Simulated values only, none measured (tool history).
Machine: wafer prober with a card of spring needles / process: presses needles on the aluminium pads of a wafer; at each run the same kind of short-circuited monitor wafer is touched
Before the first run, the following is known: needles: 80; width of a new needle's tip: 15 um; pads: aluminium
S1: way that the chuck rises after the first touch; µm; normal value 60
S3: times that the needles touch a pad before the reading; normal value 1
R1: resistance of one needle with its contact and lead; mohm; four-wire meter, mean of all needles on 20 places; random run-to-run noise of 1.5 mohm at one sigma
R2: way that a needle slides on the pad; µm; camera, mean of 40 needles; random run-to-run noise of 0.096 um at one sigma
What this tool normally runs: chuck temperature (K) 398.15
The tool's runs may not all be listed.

run 1 day=0 | S1=60 chuck_temperature_(K)=398.15 S3=1 | R1=292 R2=15.27
-- day=0.054 tips cleaned on abrasive film
-- day=0.304 tips cleaned on abrasive film
-- day=0.525 tips cleaned on abrasive film
run 2 day=0.692 | S1=60 chuck_temperature_(K)=398.15 S3=1 | R1=288 R2=15.14
-- day=0.746 tips cleaned on abrasive film
-- day=0.983 tips cleaned on abrasive film
-- day=1.221 tips cleaned on abrasive film
run 3 day=1.238 | S1=60 chuck_temperature_(K)=398.15 S3=1 | R1=172 R2=14.9
-- day=1.446 tips cleaned on abrasive film
-- day=1.704 tips cleaned on abrasive film
run 4 day=1.842 | S1=69 chuck_temperature_(K)=398.15 S3=1 | R1=222 R2=17.32
-- day=1.942 tips cleaned on abrasive film
-- day=2.154 tips cleaned on abrasive film
-- day=2.396 tips cleaned on abrasive film
run 5 day=2.421 | S1=69 chuck_temperature_(K)=398.15 S3=1 | R1=172 R2=17.24
-- day=2.642 tips cleaned on abrasive film
run 6 day=2.812 | S1=69 chuck_temperature_(K)=354.15 S3=1 | R1=262 R2=17.19
-- day=2.867 tips cleaned on abrasive film, once more
-- day=3.117 tips cleaned on abrasive film
-- day=3.379 tips cleaned on abrasive film
run 7 day=3.55 | S1=60 chuck_temperature_(K)=398.15 S3=1 | R1=303 R2=14.87
-- day=3.604 tips cleaned on abrasive film
-- day=3.842 tips cleaned on abrasive film
-- day=4.071 tips cleaned on abrasive film
run 8 day=4.267 | S1=60 chuck_temperature_(K)=299.15 S3=1 | R1=344 R2=14.66
-- day=4.304 tips cleaned on abrasive film
-- day=4.517 tips cleaned on abrasive film
-- day=4.758 tips cleaned on abrasive film
-- day=4.975 tips cleaned on abrasive film
run 9 day=4.988 | S1=60 chuck_temperature_(K)=299.15 S3=1 | R1=149 R2=14.5
-- day=5.204 tips cleaned on abrasive film
-- day=5.433 tips cleaned on abrasive film
run 10 day=5.625 | S1=60 chuck_temperature_(K)=398.15 S3=1 | R1=329 R2=14.45
-- day=5.679 tips cleaned on abrasive film
-- day=5.929 tips cleaned on abrasive film
run 11 day=5.988 | S1=60 chuck_temperature_(K)=398.15 S3=1 | R1=206 R2=14.4
-- day=6.142 tips cleaned on abrasive film
-- day=6.358 tips cleaned on abrasive film
run 12 day=6.367 | S1=60 chuck_temperature_(K)=398.15 S3=1 | R1=173 R2=14.4
-- day=6.596 tips cleaned on abrasive film
run 13 day=6.779 | S1=60 chuck_temperature_(K)=398.15 S3=1 | R1=325 R2=14.47
-- day=6.838 tips cleaned on abrasive film
-- day=7.075 tips cleaned on abrasive film
run 14 day=7.25 | S1=60 chuck_temperature_(K)=398.15 S3=1 | R1=335 R2=14.39
-- day=7.308 tips cleaned on abrasive film
-- day=7.542 tips cleaned on abrasive film
-- day=7.783 tips cleaned on abrasive film
run 15 day=7.933 | S1=60 chuck_temperature_(K)=398.15 S3=1 | R1=304 R2=14.33
-- day=8.038 tips cleaned on abrasive film
-- day=8.292 tips cleaned on abrasive film
-- day=8.546 tips cleaned on abrasive film
run 16 day=8.583 | S1=42 chuck_temperature_(K)=310.15 S3=2 | R1=252 R2=9.19
-- day=8.758 tips cleaned on abrasive film
-- day=9.021 tips cleaned on abrasive film
-- day=9.258 tips cleaned on abrasive film
run 17 day=9.262 | S1=53 chuck_temperature_(K)=380.15 S3=2 | R1=166 R2=12.14
-- day=9.512 tips cleaned on abrasive film
-- day=9.742 tips cleaned on abrasive film
run 18 day=9.8 | S1=71 chuck_temperature_(K)=358.15 S3=1 | R1=188 R2=17.13
-- day=10 tips cleaned on abrasive film
-- day=10.25 tips cleaned on abrasive film
run 19 day=10.412 | S1=60 chuck_temperature_(K)=398.15 S3=1 | R1=328 R2=13.87
-- day=10.467 tips cleaned on abrasive film
-- day=10.721 tips cleaned on abrasive film
-- day=10.967 tips cleaned on abrasive film
-- day=11.117 height of the first contact set anew
run 20 day=11.162 | S1=60 chuck_temperature_(K)=398.15 S3=1 | R1=279 R2=16.13
-- day=11.217 tips cleaned on abrasive film
-- day=11.475 tips cleaned on abrasive film
-- day=11.721 tips cleaned on abrasive film
run 21 day=11.742 | S1=60 chuck_temperature_(K)=381.15 S3=3 | R1=152 R2=16.3
-- day=11.975 tips cleaned on abrasive film
run 22 day=12.158 | S1=49 chuck_temperature_(K)=351.15 S3=2 | R1=286 R2=13.13
-- day=12.2 tips cleaned on abrasive film
-- day=12.442 tips cleaned on abrasive film
-- day=12.671 tips cleaned on abrasive film
run 23 day=12.733 | S1=49 chuck_temperature_(K)=351.15 S3=2 | R1=206 R2=13.06
-- day=12.912 tips cleaned on abrasive film
-- day=13.154 tips cleaned on abrasive film
-- day=13.388 tips cleaned on abrasive film
run 24 day=13.438 | S1=49 chuck_temperature_(K)=328.15 S3=1 | R1=242 R2=12.86
-- day=13.625 tips cleaned on abrasive film
-- day=13.875 tips cleaned on abrasive film
run 25 day=13.875 | S1=69 chuck_temperature_(K)=353.15 S3=3 | R1=137 R2=18.38
-- day=14.121 tips cleaned on abrasive film
-- day=14.346 tips cleaned on abrasive film
-- day=14.571 tips cleaned on abrasive film
run 26 day=14.625 | S1=60 chuck_temperature_(K)=355.15 S3=1 | R1=198 R2=15.78
-- day=14.817 tips cleaned on abrasive film
-- day=15.042 tips cleaned on abrasive film
run 27 day=15.042 | S1=69 chuck_temperature_(K)=303.15 S3=2 | R1=134 R2=18.19
-- day=15.271 tips cleaned on abrasive film
-- day=15.496 tips cleaned on abrasive film
run 28 day=15.654 | S1=69 chuck_temperature_(K)=306.15 S3=2 | R1=209 R2=18.17
-- day=15.708 tips cleaned on abrasive film
-- day=15.958 tips cleaned on abrasive film
run 29 day=16.062 | S1=44 chuck_temperature_(K)=332.15 S3=2 | R1=290 R2=11.34

Here are 4 independent what-if runs from the current tool condition. What would each one return?
-- day=16.192 tips cleaned on abrasive film
-- day=16.442 tips cleaned on abrasive film
-- day=16.667 tips cleaned on abrasive film
run A day=16.696 | S1=61 chuck_temperature_(K)=339.15 S3=1 | R1=? R2=?
-- day=16.192 tips cleaned on abrasive film
-- day=16.442 tips cleaned on abrasive film
-- day=16.667 tips cleaned on abrasive film
run B day=16.696 | S1=50 chuck_temperature_(K)=333.15 S3=2 | R1=? R2=?
-- day=16.192 tips cleaned on abrasive film
-- day=16.442 tips cleaned on abrasive film
-- day=16.667 tips cleaned on abrasive film
run C day=16.696 | S1=44 chuck_temperature_(K)=398.15 S3=1 | R1=? R2=?
-- day=16.192 tips cleaned on abrasive film
-- day=16.442 tips cleaned on abrasive film
-- day=16.667 tips cleaned on abrasive film
run D day=16.696 | S1=79 chuck_temperature_(K)=337.15 S3=1 | R1=? R2=?

run=A R1=180 R2=15.83
run=B R1=184 R2=12.68
run=C R1=240 R2=11.12
run=D R1=154 R2=20.53
Stripped of hidden state, with their random variation kept, the same runs would have yielded:
run=A R1=126 R2=16.5
run=B R1=132 R2=13.35
run=C R1=146 R2=11.79
run=D R1=120 R2=21.19
